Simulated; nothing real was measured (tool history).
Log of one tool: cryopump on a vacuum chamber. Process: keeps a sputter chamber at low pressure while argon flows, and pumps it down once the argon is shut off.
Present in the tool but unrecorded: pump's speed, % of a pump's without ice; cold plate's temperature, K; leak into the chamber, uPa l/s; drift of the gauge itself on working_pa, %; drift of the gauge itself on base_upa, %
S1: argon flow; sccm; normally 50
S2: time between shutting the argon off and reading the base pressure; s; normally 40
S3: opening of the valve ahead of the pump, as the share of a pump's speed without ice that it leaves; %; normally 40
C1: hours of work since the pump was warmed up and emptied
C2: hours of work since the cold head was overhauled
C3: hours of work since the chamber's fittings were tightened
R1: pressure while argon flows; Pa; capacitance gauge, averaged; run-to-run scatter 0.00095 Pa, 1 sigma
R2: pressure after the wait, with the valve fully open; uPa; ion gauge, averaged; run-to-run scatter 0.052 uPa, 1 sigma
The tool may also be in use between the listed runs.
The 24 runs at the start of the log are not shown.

run,hour,S1,S2,S3,C1,C2,C3,R1,R2
25,1600.5,84,25,29,610,2655,2775,0.5088,8.43
26,1638.5,36,132,40,642,2687,2807,0.1634,4.81
27,1704.9,66,37,54,698,2743,2863,0.2327,7.04
28,1760.2,63,50,40,745,2790,2910,0.2917,6.37
29,1850.7,82,39,40,822,2867,2987,0.3874,7.42
30,1903.7,82,278,40,867,2912,3032,0.3928,5.07
31,1958.0,27,40,23,913,2958,3078,0.2083,7.65
32,2007.9,35,40,59,955,3000,3120,0.1231,7.69
# hour 2084.7: pump warmed up, emptied and cooled again
33,2103.0,35,40,59,16,3077,3196,0.0973,6.52

Alternative continuations, all from the tool just after run 33; predict every row:
A,2152.7,42,40,59,58,3119,3238,?,?
B,2152.7,50,77,18,58,3119,3238,?,?
C,2152.7,35,115,18,58,3119,3238,?,?
D,2152.7,35,40,21,58,3119,3238,?,?
E,2152.7,50,25,59,58,3119,3238,?,?

run,R1,R2
A,0.1199,6.47
B,0.4544,5.17
C,0.3177,4.60
D,0.2727,6.45
E,0.1418,8.34
What these runs would have given with no unlogged condition in the tool:
run,R1,R2
A,0.1149,3.17
B,0.4484,1.84
C,0.3136,1.31
D,0.2685,3.15
E,0.1358,4.99
